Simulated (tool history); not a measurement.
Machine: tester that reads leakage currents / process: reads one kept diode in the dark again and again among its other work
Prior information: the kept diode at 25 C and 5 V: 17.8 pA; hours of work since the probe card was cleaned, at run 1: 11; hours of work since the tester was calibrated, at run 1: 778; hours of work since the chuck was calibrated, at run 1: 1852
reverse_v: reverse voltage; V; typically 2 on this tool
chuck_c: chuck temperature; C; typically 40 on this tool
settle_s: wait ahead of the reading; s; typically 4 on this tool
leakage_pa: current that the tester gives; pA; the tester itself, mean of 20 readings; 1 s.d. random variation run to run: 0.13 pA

run	hour	reverse_v	chuck_c	settle_s	hours of work since the probe card was cleaned	hours of work since the tester was calibrated	hours of work since the chuck was calibrated	leakage_pa
1	0	2	40	4	11	778	1852	40.92
2	26.3	2	40	4	26	793	1867	40.98
3	55.3	2	24	4	43	809	1884	11.68
# hour 65.3: chuck's temperature calibrated
4	91.3	2	24	4	62	829	15	11.62
5	110.4	2	24	4	73	840	26	11.74
6	132.1	2	40	4	86	852	38	40.94
7	161	2	40	4	102	869	55	40.89
8	186.9	2	40	4	117	884	70	40.92
9	218	2.38	40	4	135	902	88	43.76
10	247.1	2.38	40	4	152	919	105	43.98
11	281.8	2.38	40	0.38	172	939	125	45.67
12	299.9	2.38	40	0.38	182	949	135	45.58
13	329.9	2	29	4	199	966	152	17.38
14	353.6	2	29	4	213	980	166	17.36
15	386	2	29	4	232	998	184	17.33
16	421.8	2	40	1.49	252	1019	205	41.17
17	438	2	40	1.49	262	1028	214	41.32
18	476.8	2	40	1.49	284	1051	237	41.31
19	502.5	2	40	1.27	299	1065	251	41.41
20	519	2	40	1.27	308	1075	261	41.29
21	556.6	11.1	47	4	330	1097	283	133.97
22	583.7	14.48	27	0.42	345	1112	298	43.79
23	615.1	2	40	4.85	363	1130	316	40.89
24	642.2	13.29	58	1.62	379	1146	332	310.25
25	658.5	4.74	40	0.32	388	1155	341	62.1
26	692.8	3.47	34	5.58	408	1175	361	32.22
27	719	6.25	34	5.58	423	1190	376	40.49
28	753.6	3.47	29	3.51	443	1210	396	21.87
29	786	6.8	45	7.73	462	1228	414	95.52
30	807.1	4.06	32	2	474	1241	427	29.57
31	825	4.06	32	2	484	1251	437	29.63
32	860.2	1.36	34	4	504	1271	457	22.16
33	894	2	52	4	524	1291	477	97.19
34	932.1	2	52	4	546	1312	498	97.21
35	950.9	15.03	46	1.73	556	1323	509	143.46
36	967.5	8.49	42	2.32	566	1333	519	84.8
37	986.2	3.67	42	2.32	577	1344	530	60.55
38	1013.2	3.67	22	2.32	592	1359	545	12.84
39	1046.9	3.13	33	3.97	612	1379	565	28.56

Alternative continuations, all from the tool just after run 39; predict every row:
A	1072.1	2	47	5.4	626	1393	579	?
B	1072.1	7.24	40	4	626	1393	579	?
C	1072.1	3.13	37	2.01	626	1393	579	?
D	1072.1	14.12	34	0.55	626	1393	579	?
E	1072.1	2	25	3.19	626	1393	579	?

run	leakage_pa
A	68.4
B	68.09
C	39.03
D	63.91
E	12.7
Take away the tool's hidden state, keep each run's random variation, and the runs would have read:
run	leakage_pa
A	68.39
B	68.07
C	39.02
D	63.87
E	12.69
